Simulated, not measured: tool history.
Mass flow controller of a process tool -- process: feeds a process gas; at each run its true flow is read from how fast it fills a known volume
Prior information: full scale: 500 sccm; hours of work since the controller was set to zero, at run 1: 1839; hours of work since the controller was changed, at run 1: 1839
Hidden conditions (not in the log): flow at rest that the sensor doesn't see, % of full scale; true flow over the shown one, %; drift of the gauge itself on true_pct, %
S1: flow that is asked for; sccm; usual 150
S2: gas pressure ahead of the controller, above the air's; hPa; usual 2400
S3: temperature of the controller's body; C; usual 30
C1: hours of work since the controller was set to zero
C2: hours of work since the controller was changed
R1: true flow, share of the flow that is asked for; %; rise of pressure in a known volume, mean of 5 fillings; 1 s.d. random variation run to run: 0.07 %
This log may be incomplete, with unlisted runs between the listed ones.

run     day   S1    S2  S3    C1    C2     R1
  1   0.000  150  2400  30  1839  1839  98.98
  2   4.696  150  2400  30  1896  1896  99.10
  3   9.208  150  1850  30  1951  1951  99.04
  4  14.812  150  1850  30  2019  2019  99.04
  5  20.125  150  1850  30  2083  2083  99.11
  6  23.929  150  1850  30  2129  2129  99.11
  7  29.908  150  2400  30  2202  2202  99.27
  8  32.958  150  2400  30  2239  2239  99.26
  9  35.812  150  2270  33  2274  2274  99.18
 10  39.138  150  2270  33  2314  2314  99.12
 11  43.921  200  2200  27  2372  2372  99.40
 12  48.575  200  2200  27  2428  2428  99.50
 13  54.404  150  2290  23  2499  2499  99.51
 14  59.550  150  2010  23  2562  2562  99.45

Each run again, without the hidden state but with its own random variation kept:
run     R1
  1  98.98
  2  99.07
  3  98.99
  4  98.95
  5  98.98
  6  98.97
  7  99.09
  8  99.05
  9  98.96
 10  98.88
 11  99.12
 12  99.19
 13  99.17
 14  99.08
